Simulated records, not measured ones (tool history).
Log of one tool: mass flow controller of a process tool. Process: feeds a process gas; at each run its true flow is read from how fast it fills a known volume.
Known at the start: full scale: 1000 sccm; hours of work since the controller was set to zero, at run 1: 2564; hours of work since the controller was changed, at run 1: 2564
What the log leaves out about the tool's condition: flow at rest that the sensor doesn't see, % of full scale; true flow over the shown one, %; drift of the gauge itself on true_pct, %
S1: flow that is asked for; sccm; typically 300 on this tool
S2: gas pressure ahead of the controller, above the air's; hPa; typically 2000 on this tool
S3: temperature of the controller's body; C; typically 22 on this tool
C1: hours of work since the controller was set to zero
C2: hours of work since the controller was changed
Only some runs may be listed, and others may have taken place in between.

Run 1, day 0.000: usual settings; C1 2564; C2 2564. Result: true flow (%) 97.24.
Run 2, day 3.929: usual settings; C1 2629; C2 2629. Result: true flow (%) 97.29.
Run 3, day 6.529: usual settings; C1 2673; C2 2673. Result: true flow (%) 97.24.
Run 4, day 9.029: usual settings; C1 2714; C2 2714. Result: true flow (%) 97.27.
Run 5, day 11.204: usual settings; C1 2751; C2 2751. Result: true flow (%) 97.18.
Run 6, day 13.975: usual settings; C1 2797; C2 2797. Result: true flow (%) 97.03.
Run 7, day 16.846: usual settings; C1 2845; C2 2845. Result: true flow (%) 97.08.
Run 8, day 19.842: usual settings; C1 2895; C2 2895. Result: true flow (%) 97.14.
Run 9, day 23.121: usual settings; C1 2950; C2 2950. Result: true flow (%) 97.12.
Run 10, day 27.250: usual settings; C1 3019; C2 3019. Result: true flow (%) 97.06.
Run 11, day 30.104: usual settings; C1 3066; C2 3066. Result: true flow (%) 97.08.
Run 12, day 31.992: usual settings but S2 1750 hPa; C1 3098; C2 3098. Result: true flow (%) 97.32.
Run 13, day 35.517: usual settings but S1 494 sccm, S2 1840 hPa, S3 20 C; C1 3157; C2 3157. Result: true flow (%) 98.37.
At day 35.875: controller's zero set anew.
Run 14, day 39.612: usual settings but S1 714 sccm; C1 62; C2 3225. Result: true flow (%) 98.79.
Run 15, day 42.471: usual settings but S1 342 sccm, S3 20 C; C1 110; C2 3273. Result: true flow (%) 96.81.
Run 16, day 46.225: usual settings but S1 342 sccm, S3 20 C; C1 173; C2 3335. Result: true flow (%) 96.62.
Run 17, day 50.421: usual settings but S1 118 sccm, S2 1620 hPa, S3 30 C; C1 243; C2 3406. Result: true flow (%) 91.69.
Run 18, day 52.396: usual settings but S1 118 sccm, S2 2440 hPa, S3 30 C; C1 276; C2 3439. Result: true flow (%) 91.44.
At day 53.754: controller's zero set anew, once more.
Run 19, day 55.500: usual settings but S1 245 sccm, S2 1490 hPa, S3 29 C; C1 29; C2 3490. Result: true flow (%) 98.14.
Run 20, day 57.238: usual settings but S1 245 sccm, S2 2490 hPa, S3 29 C; C1 58; C2 3519. Result: true flow (%) 97.73.

Had the tool no unlogged condition, and each run kept its random variation, what would the results have been?
run  true flow (%)
  1          97.90
  2          97.98
  3          97.94
  4          97.98
  5          97.89
  6          97.76
  7          97.83
  8          97.89
  9          97.89
 10          97.85
 11          97.88
 12          98.13
 13          98.68
 14          99.23
 15          98.27
 16          98.09
 17          96.99
 18          96.76
 19          97.66
 20          97.27
